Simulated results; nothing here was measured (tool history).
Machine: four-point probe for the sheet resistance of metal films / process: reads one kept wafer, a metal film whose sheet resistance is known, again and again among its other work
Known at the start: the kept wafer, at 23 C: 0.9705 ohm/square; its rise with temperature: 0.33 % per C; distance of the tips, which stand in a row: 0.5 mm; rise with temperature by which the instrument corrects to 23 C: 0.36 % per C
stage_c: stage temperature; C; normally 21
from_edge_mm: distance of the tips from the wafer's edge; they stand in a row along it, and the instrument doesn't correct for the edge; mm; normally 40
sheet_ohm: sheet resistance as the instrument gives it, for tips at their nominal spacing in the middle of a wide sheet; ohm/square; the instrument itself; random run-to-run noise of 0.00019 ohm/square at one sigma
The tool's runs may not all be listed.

Run 1, hour 0.0: usual settings. Result: sheet_ohm 0.981651 ohm/square.
Run 2, hour 18.6: usual settings. Result: sheet_ohm 0.981900 ohm/square.
Run 3, hour 38.9: usual settings but stage_c 18 C. Result: sheet_ohm 0.983081 ohm/square.
Run 4, hour 54.4: usual settings. Result: sheet_ohm 0.982842 ohm/square.
Run 5, hour 77.1: usual settings. Result: sheet_ohm 0.982821 ohm/square.
Run 6, hour 98.0: usual settings. Result: sheet_ohm 0.983175 ohm/square.
Run 7, hour 121.3: usual settings. Result: sheet_ohm 0.983397 ohm/square.
At hour 122.8: stage's thermometer calibrated.
Run 8, hour 134.5: usual settings. Result: sheet_ohm 0.983514 ohm/square.
Run 9, hour 159.7: usual settings. Result: sheet_ohm 0.984113 ohm/square.
Run 10, hour 175.2: usual settings but stage_c 20 C, from_edge_mm 16 mm. Result: sheet_ohm 0.984733 ohm/square.
Run 11, hour 187.1: usual settings but stage_c 25 C, from_edge_mm 4 mm. Result: sheet_ohm 0.991288 ohm/square.
Run 12, hour 210.0: usual settings but stage_c 19 C, from_edge_mm 61 mm. Result: sheet_ohm 0.985278 ohm/square.
Run 13, hour 233.9: usual settings but stage_c 29 C, from_edge_mm 19 mm. Result: sheet_ohm 0.982567 ohm/square.
At hour 243.4: new probe head fitted.
Run 14, hour 251.3: usual settings but stage_c 34 C, from_edge_mm 16 mm. Result: sheet_ohm 0.968616 ohm/square.
Run 15, hour 264.5: usual settings but stage_c 34 C, from_edge_mm 16 mm. Result: sheet_ohm 0.968346 ohm/square.
At hour 271.9: stage's thermometer calibrated, once more.
Run 16, hour 286.1: usual settings but stage_c 34 C, from_edge_mm 16 mm. Result: sheet_ohm 0.968483 ohm/square.
Run 17, hour 304.9: usual settings but stage_c 34 C, from_edge_mm 16 mm. Result: sheet_ohm 0.968871 ohm/square.
Run 18, hour 323.4: usual settings but stage_c 20 C, from_edge_mm 13 mm. Result: sheet_ohm 0.973210 ohm/square.

Consider 5 possible next runs. They are alternatives, not a sequence: every one starts from the tool as it was left by run 18. What does each give?
Run A, hour 347.5: usual settings but from_edge_mm 12 mm. Result: sheet_ohm ?.
Run B, hour 347.5: usual settings but stage_c 24 C, from_edge_mm 4 mm. Result: sheet_ohm ?.
Run C, hour 347.5: usual settings but stage_c 24 C, from_edge_mm 14 mm. Result: sheet_ohm ?.
Run D, hour 347.5: usual settings but from_edge_mm 8 mm. Result: sheet_ohm ?.
Run E, hour 347.5: usual settings but stage_c 26 C, from_edge_mm 4 mm. Result: sheet_ohm ?.

run  sheet_ohm
  A   0.973235
  B   0.979756
  C   0.972378
  D   0.974035
  E   0.978991
Without the tool's unlogged condition, the same runs would have read:
run  sheet_ohm
  A   0.971988
  B   0.978500
  C   0.971132
  D   0.972786
  E   0.977737
